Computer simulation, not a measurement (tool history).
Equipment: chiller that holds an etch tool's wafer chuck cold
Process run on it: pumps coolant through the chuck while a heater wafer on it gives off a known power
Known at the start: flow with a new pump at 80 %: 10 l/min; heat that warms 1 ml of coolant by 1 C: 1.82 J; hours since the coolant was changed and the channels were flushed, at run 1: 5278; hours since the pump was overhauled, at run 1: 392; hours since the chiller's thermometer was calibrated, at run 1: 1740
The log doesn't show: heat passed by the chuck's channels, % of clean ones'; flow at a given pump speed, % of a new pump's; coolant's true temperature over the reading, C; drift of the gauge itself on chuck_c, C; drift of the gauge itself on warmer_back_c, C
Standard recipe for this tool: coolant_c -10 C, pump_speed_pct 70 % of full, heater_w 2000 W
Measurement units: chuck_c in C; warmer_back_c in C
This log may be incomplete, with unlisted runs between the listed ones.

| run | hour | coolant_c | pump_speed_pct | heater_w | hours since the coolant was changed and the channels were flushed | hours since the pump was overhauled | hours since the chiller's thermometer was calibrated | chuck_c | warmer_back_c |
|---|---|---|---|---|---|---|---|---|---|
| 1 | 0 | -10 | 70 | 2000 | 5278 | 392 | 1740 | 16.6 | 7.61 |
| 2 | 59.8 | -10 | 70 | 2000 | 5337 | 452 | 1800 | 16.8 | 7.56 |
| 3 | 169 | -10 | 70 | 2000 | 5447 | 562 | 1909 | 16.8 | 7.61 |
| 4 | 255.3 | -10 | 90 | 2000 | 5533 | 648 | 1995 | 13.5 | 5.94 |
| 5 | 343.3 | -10 | 90 | 2000 | 5621 | 736 | 2083 | 13.5 | 5.97 |
| 6 | 457.4 | -10 | 70 | 2686 | 5735 | 850 | 2197 | 26.6 | 10.28 |
|  | 464.3 | chiller's thermometer calibrated |
| 7 | 540 | -10 | 70 | 2000 | 5817 | 931 | 76 | 17.1 | 7.73 |
| 8 | 610.4 | -18 | 70 | 2000 | 5887 | 1002 | 146 | 9 | 7.72 |
| 9 | 685.8 | -4 | 70 | 2000 | 5962 | 1077 | 222 | 23.2 | 7.67 |
| 10 | 758.8 | -4 | 70 | 2000 | 6035 | 1150 | 295 | 23.4 | 7.71 |
| 11 | 817.2 | -4 | 70 | 2000 | 6094 | 1209 | 353 | 23.4 | 7.76 |
|  | 855.8 | chiller's thermometer calibrated, once more |
| 12 | 934.8 | -9 | 70 | 1280 | 6210 | 1325 | 79 | 8.7 | 4.89 |
| 13 | 1026.2 | -12 | 79 | 2179 | 6302 | 1417 | 170 | 16.2 | 7.46 |
| 14 | 1078.4 | -12 | 79 | 2179 | 6354 | 1469 | 223 | 16.1 | 7.47 |
| 15 | 1145.7 | -4 | 68 | 2398 | 6421 | 1536 | 290 | 29.8 | 9.55 |
| 16 | 1207.4 | -4 | 68 | 2398 | 6483 | 1598 | 352 | 29.9 | 9.49 |
| 17 | 1268.9 | -7 | 88 | 1097 | 6545 | 1659 | 413 | 6.5 | 3.41 |

Measured minus without-hidden-state, run by run (identical run-to-run variation in each term; gauge scatter may differ):
| run | chuck_c | warmer_back_c |
|---|---|---|
| 1 | +2.6 | +0.06 |
| 2 | +2.7 | +0.08 |
| 3 | +2.8 | +0.09 |
| 4 | +2.5 | +0.08 |
| 5 | +2.6 | +0.09 |
| 6 | +4 | +0.18 |
| 7 | +3 | +0.14 |
| 8 | +3 | +0.16 |
| 9 | +3.1 | +0.16 |
| 10 | +3.2 | +0.18 |
| 11 | +3.2 | +0.18 |
| 12 | +2.2 | +0.13 |
| 13 | +3.7 | +0.21 |
| 14 | +3.6 | +0.21 |
| 15 | +4.4 | +0.28 |
| 16 | +4.5 | +0.3 |
| 17 | +1.8 | +0.11 |
